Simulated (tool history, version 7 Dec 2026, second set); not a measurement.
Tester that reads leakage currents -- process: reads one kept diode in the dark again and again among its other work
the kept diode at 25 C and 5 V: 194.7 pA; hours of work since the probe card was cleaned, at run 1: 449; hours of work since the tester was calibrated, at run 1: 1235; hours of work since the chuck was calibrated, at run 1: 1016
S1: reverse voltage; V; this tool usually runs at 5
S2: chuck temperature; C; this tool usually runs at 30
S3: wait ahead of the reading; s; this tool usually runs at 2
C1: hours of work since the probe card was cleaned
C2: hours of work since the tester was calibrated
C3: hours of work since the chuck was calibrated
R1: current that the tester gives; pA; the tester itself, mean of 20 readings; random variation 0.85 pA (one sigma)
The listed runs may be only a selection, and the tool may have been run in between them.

run     day     S1  S2    S3    C1    C2    C3       R1
  1       0      5  30     2   449  1235  1016   300.55
  2   1.354      5  30     2   468  1254  1035   299.09
  3   3.475      5  40     2   498  1284  1065   611.84
  4   4.912      5  40  7.97   518  1304  1085   609.45
  5   7.521      5  40  9.81   555  1341  1121   613.55
  6  10.575      5  48     2   597  1384  1164  1048.54
  7  13.475      5  48     2   638  1424  1205  1049.67
  8  16.721   1.55  30     2   684  1470  1250   152.28
  9  19.279   1.55  30     2   720  1506  1286   153.08
 10    21.5   1.55  30     2   751  1537  1318   152.82
 11  24.521      5  30     2   793  1580  1360   306.31
 12  25.962      5  30     2   813  1600  1380   306.85
 13  28.596      5  30     2   850  1637  1417   305.22
 14  29.958      5  30     2   870  1656  1436      308
 15  32.808      5  30  6.87   910  1696  1476   308.22
 16  34.767      5  30  2.15   937  1723  1504    306.4
 17  37.288      5  36     2   972  1759  1539   475.91
 18  40.088      5  36     2  1012  1798  1579   476.13
 19  41.917      5  30     2  1037  1824  1604   311.21
 20  44.642      5  30     2  1076  1862  1643   311.59
 21  46.042      5  31     2  1095  1882  1662   333.09
 22  47.792      5  31     2  1120  1906  1687   332.33
 23  50.358      5  31  0.36  1156  1942  1723   336.37
 24  52.846  12.46  53  0.35  1191  1977  1758  2562.94
 25   56.15   2.48  22  4.01  1237  2024  1804   113.32
 26  58.092   2.48  22  4.01  1265  2051  1831   113.12
 27   59.95   2.48  22  4.01  1291  2077  1857   114.06
 28  61.812   3.95  44  4.01  1317  2103  1884   729.55
 29  65.167   3.95  44  4.01  1364  2150  1931   736.36
     66.504  -- chuck's temperature calibrated
 30  68.358   2.54  53  8.63  1408  2194    26   930.43
 31  69.825   2.54  53  0.82  1428  2214    47   936.08
 32  72.275  18.77  54  0.82  1463  2249    81  3248.89
 33   75.35    1.3  31  4.55  1506  2292   124   140.12
 34  78.529  14.38  30  1.38  1550  2337   169   540.43
 35  81.867      5  33     2  1597  2384   216   360.85
 36  83.508   1.02  53  5.49  1620  2407   239    551.6
 37  85.546  15.79  25  0.59  1649  2435   267   398.37
 38  88.117  15.79  25  0.59  1685  2471   303   400.73
 39  90.154  15.79  25  0.59  1714  2500   332    400.3
 40  93.362   8.54  28  3.06  1759  2545   377   346.42
 41  95.933   8.54  28  3.06  1795  2581   413   346.74

3 options for the next run, each taken on its own from the tool as it stands now. Forecast them:
  A  98.383   3.32  55     2  1829  2615  448   ?
  B  98.383  13.27  22  3.06  1829  2615  448   ?
  C  98.383   2.89  47     2  1829  2615  448   ?

run       R1
  A  1270.63
  B   288.14
  C   700.25
Stripped of hidden state, with their random variation kept, the same runs would have yielded:
run       R1
  A  1238.79
  B   274.48
  C   681.67
